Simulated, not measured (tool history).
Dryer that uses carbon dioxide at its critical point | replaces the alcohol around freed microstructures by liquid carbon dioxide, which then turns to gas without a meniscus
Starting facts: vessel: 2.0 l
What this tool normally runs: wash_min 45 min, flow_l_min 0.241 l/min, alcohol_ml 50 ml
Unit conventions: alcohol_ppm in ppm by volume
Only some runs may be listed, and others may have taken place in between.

run	hour	wash_min	flow_l_min	alcohol_ml	alcohol_ppm
1	0	45	0.241	50	379
2	5.6	45	0.241	77	570
3	15.5	45	0.241	77	556
4	22.5	45	0.241	50	370
5	32.3	45	0.241	50	373
6	38.6	45	0.241	50	378
7	47.1	45	0.241	32	248
8	55.5	45	0.163	50	1406
9	63.5	45	0.163	50	1412
10	69	45	0.241	50	412
11	76.2	45	0.241	29	245
12	86.1	45	0.241	50	394
13	93.8	45	0.241	50	403
14	102	30	0.241	50	1517
15	106.7	30	0.241	50	1505
16	113.3	30	0.241	50	1539
17	119.6	30	0.241	50	1529
18	125.1	30	0.241	50	1537
19	131.3	42	0.273	34	248
20	136.9	32	0.241	109	2806
21	145.4	32	0.187	21	1098

Predict the results of run 22:
22	150.9	32	0.187	21	?

Run 22 yielded alcohol_ppm 1082 ppm by volume.
Had the tool carried no hidden state, the very same run would have given alcohol_ppm 963 ppm by volume.
